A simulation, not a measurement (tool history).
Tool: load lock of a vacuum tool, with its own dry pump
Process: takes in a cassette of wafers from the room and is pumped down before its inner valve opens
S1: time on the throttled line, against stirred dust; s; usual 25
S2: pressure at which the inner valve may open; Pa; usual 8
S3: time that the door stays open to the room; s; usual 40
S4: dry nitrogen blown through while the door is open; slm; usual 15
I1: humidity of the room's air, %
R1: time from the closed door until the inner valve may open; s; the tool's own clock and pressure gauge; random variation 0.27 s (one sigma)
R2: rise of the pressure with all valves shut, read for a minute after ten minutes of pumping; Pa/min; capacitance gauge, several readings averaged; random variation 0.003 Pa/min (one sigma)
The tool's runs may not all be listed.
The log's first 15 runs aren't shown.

run 16 hour=1904.1 | S1=25 S2=8 S3=40 S4=15 | I1=44.2 | R1=65.3 R2=0.046
run 17 hour=2006.6 | S1=44 S2=11 S3=29 S4=21 | I1=49.2 | R1=78.0 R2=0.043
run 18 hour=2082.9 | S1=25 S2=8 S3=40 S4=12 | I1=42.6 | R1=65.5 R2=0.048
run 19 hour=2173.7 | S1=25 S2=9 S3=74 S4=19 | I1=42.4 | R1=64.8 R2=0.056
run 20 hour=2301.1 | S1=25 S2=9 S3=74 S4=19 | I1=46.8 | R1=64.8 R2=0.048
run 21 hour=2380.9 | S1=25 S2=9 S3=74 S4=19 | I1=44.1 | R1=65.3 R2=0.054
run 22 hour=2547.8 | S1=25 S2=6 S3=83 S4=7 | I1=46.0 | R1=67.7 R2=0.067
run 23 hour=2678.2 | S1=25 S2=8 S3=156 S4=18 | I1=43.6 | R1=66.0 R2=0.069
run 24 hour=2789.9 | S1=25 S2=8 S3=156 S4=18 | I1=45.1 | R1=65.7 R2=0.073
run 25 hour=2893.2 | S1=25 S2=8 S3=66 S4=37 | I1=43.7 | R1=65.8 R2=0.051
run 26 hour=3051.5 | S1=32 S2=7 S3=144 S4=37 | I1=46.6 | R1=72.2 R2=0.063
run 27 hour=3207.6 | S1=32 S2=7 S3=88 S4=37 | I1=42.9 | R1=71.9 R2=0.059
run 28 hour=3286.0 | S1=45 S2=14 S3=40 S4=24 | I1=44.3 | R1=77.8 R2=0.053
run 29 hour=3395.9 | S1=30 S2=7 S3=40 S4=15 | I1=47.2 | R1=70.9 R2=0.057
run 30 hour=3530.0 | S1=30 S2=7 S3=40 S4=15 | I1=47.2 | R1=70.9 R2=0.056
run 31 hour=3653.3 | S1=25 S2=6 S3=40 S4=13 | I1=43.9 | R1=68.0 R2=0.063

3 ways to go on from here, each from the tool as it stands after run 31. What would each give?
run A hour=3771.0 | S1=25 S2=6 S3=64 S4=4 | I1=45.4 | R1=? R2=?
run B hour=3771.0 | S1=18 S2=12 S3=40 S4=13 | I1=48.0 | R1=? R2=?
run C hour=3771.0 | S1=29 S2=12 S3=40 S4=15 | I1=48.9 | R1=? R2=?

run=A R1=67.7 R2=0.069
run=B R1=58.8 R2=0.063
run=C R1=67.5 R2=0.067
Without the tool's hidden state the same runs would have given:
run=A R1=62.8 R2=0.030
run=B R1=54.2 R2=0.022
run=C R1=63.2 R2=0.026

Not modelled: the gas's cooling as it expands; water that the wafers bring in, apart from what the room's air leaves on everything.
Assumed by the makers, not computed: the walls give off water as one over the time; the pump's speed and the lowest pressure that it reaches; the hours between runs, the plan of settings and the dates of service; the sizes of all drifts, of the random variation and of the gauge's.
